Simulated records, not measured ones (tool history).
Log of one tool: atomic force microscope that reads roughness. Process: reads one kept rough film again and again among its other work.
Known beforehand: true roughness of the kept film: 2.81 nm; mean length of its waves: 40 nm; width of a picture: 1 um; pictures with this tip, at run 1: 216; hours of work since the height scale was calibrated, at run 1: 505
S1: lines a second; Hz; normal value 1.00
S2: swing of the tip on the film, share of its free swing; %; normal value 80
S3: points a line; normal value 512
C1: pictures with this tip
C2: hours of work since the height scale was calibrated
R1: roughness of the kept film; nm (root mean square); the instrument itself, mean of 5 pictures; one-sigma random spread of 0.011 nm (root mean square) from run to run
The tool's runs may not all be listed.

run   hour    S1  S2   S3   C1   C2     R1
  1    0.0  1.00  80  512  216  505  2.346
  2   21.5  1.00  80  311  231  514  2.341
  3   49.3  1.00  80  311  251  526  2.317
  4   74.6  1.00  80  311  269  537  2.313
  5   87.1  1.00  80  311  277  543  2.301
  6  107.0  1.00  80  512  291  551  2.287
     125.4  -- new tip fitted
  7  136.7  1.00  80  512    8  564  2.529
  8  160.7  1.00  80  512   25  574  2.520
  9  187.8  1.00  80  512   44  586  2.505
 10  213.2  1.11  88  512   62  597  2.424
 11  230.6  1.49  88  535   74  605  2.364
 12  255.9  2.53  71  493   92  616  2.384
 13  284.0  2.53  71  493  111  628  2.376
 14  312.2  0.58  68  419  131  640  2.524
 15  333.5  1.27  63  545  146  650  2.473
 16  355.5  1.27  63  545  161  659  2.485
 17  373.4  1.66  64  915  174  667  2.429
 18  385.9  1.66  64  915  183  672  2.428

Had the tool no unlogged condition, and each run kept its random variation, what would the results have been?
The tool's hidden condition here consists of: radius of the tip, nm; height scale over the true one, %; drift of the gauge itself on roughness_nm, %.
run     R1
  1  2.562
  2  2.570
  3  2.562
  4  2.574
  5  2.570
  6  2.566
  7  2.548
  8  2.558
  9  2.562
 10  2.495
 11  2.444
 12  2.483
 13  2.493
 14  2.669
 15  2.631
 16  2.657
 17  2.609
 18  2.617

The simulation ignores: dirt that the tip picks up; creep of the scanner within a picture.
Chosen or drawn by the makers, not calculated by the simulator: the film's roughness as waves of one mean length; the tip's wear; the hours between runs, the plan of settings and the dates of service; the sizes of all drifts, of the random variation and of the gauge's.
